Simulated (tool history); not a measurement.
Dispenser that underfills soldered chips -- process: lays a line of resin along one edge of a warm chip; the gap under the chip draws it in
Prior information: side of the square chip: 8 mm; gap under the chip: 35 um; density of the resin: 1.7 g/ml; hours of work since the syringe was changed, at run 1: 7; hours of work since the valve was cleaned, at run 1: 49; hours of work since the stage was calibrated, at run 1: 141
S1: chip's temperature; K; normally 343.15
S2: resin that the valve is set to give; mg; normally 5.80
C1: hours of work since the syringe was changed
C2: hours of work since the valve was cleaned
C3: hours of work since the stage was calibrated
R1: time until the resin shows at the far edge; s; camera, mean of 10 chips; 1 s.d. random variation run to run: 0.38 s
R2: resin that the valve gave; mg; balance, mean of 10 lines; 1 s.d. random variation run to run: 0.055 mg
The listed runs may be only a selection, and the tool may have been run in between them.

Run 1, hour 0.0: usual settings; C1 7; C2 49; C3 141. Result: R1 30.6 s, R2 5.74 mg.
At hour 0.5: new syringe of resin.
Run 2, hour 3.8: usual settings; C1 2; C2 52; C3 143. Result: R1 24.1 s, R2 5.57 mg.
Run 3, hour 8.4: usual settings; C1 6; C2 55; C3 147. Result: R1 28.1 s, R2 5.54 mg.
At hour 10.7: new syringe of resin.
Run 4, hour 12.2: usual settings; C1 1; C2 58; C3 149. Result: R1 24.0 s, R2 5.63 mg.
Run 5, hour 15.6: usual settings; C1 4; C2 60; C3 152. Result: R1 26.2 s, R2 5.64 mg.
Run 6, hour 20.0: usual settings but S1 331.15 K; C1 7; C2 63; C3 155. Result: R1 55.7 s, R2 5.58 mg.
At hour 20.9: new syringe of resin.
Run 7, hour 23.6: usual settings but S1 331.15 K; C1 2; C2 66; C3 158. Result: R1 43.4 s, R2 5.50 mg.
Run 8, hour 26.3: usual settings but S1 358.15 K; C1 4; C2 68; C3 160. Result: R1 13.0 s, R2 5.51 mg.
Run 9, hour 29.3: usual settings but S1 358.15 K; C1 6; C2 70; C3 162. Result: R1 14.0 s, R2 5.54 mg.
At hour 30.8: new syringe of resin.
Run 10, hour 33.8: usual settings but S1 358.15 K; C1 2; C2 73; C3 165. Result: R1 12.2 s, R2 5.57 mg.
Run 11, hour 36.3: usual settings but S1 337.15 K, S2 5.94 mg; C1 4; C2 75; C3 167. Result: R1 35.6 s, R2 5.68 mg.
Run 12, hour 39.6: usual settings but S1 337.15 K, S2 5.94 mg; C1 7; C2 78; C3 169. Result: R1 38.6 s, R2 5.67 mg.

Each row is a separate what-if for the run after 12, all from the same tool condition, not one after another. Results?
At hour 40.8: new syringe of resin.
Run A, hour 41.9: usual settings but S2 7.33 mg; C1 1; C2 79; C3 171. Result: R1 ?, R2 ?.
At hour 40.8: new syringe of resin.
Run B, hour 41.9: usual settings but S1 347.15 K; C1 1; C2 79; C3 171. Result: R1 ?, R2 ?.
At hour 40.8: new syringe of resin.
Run C, hour 41.9: usual settings but S2 5.72 mg; C1 1; C2 79; C3 171. Result: R1 ?, R2 ?.
At hour 40.8: new syringe of resin.
Run D, hour 41.9: usual settings but S1 335.15 K, S2 6.79 mg; C1 1; C2 79; C3 171. Result: R1 ?, R2 ?.

run    R1    R2
  A  23.0  6.93
  B  19.5  5.48
  C  23.0  5.41
  D  34.0  6.48
Without the tool's unlogged condition, the same runs would have read:
run    R1    R2
  A  22.8  7.29
  B  19.2  5.77
  C  22.6  5.70
  D  33.8  6.82

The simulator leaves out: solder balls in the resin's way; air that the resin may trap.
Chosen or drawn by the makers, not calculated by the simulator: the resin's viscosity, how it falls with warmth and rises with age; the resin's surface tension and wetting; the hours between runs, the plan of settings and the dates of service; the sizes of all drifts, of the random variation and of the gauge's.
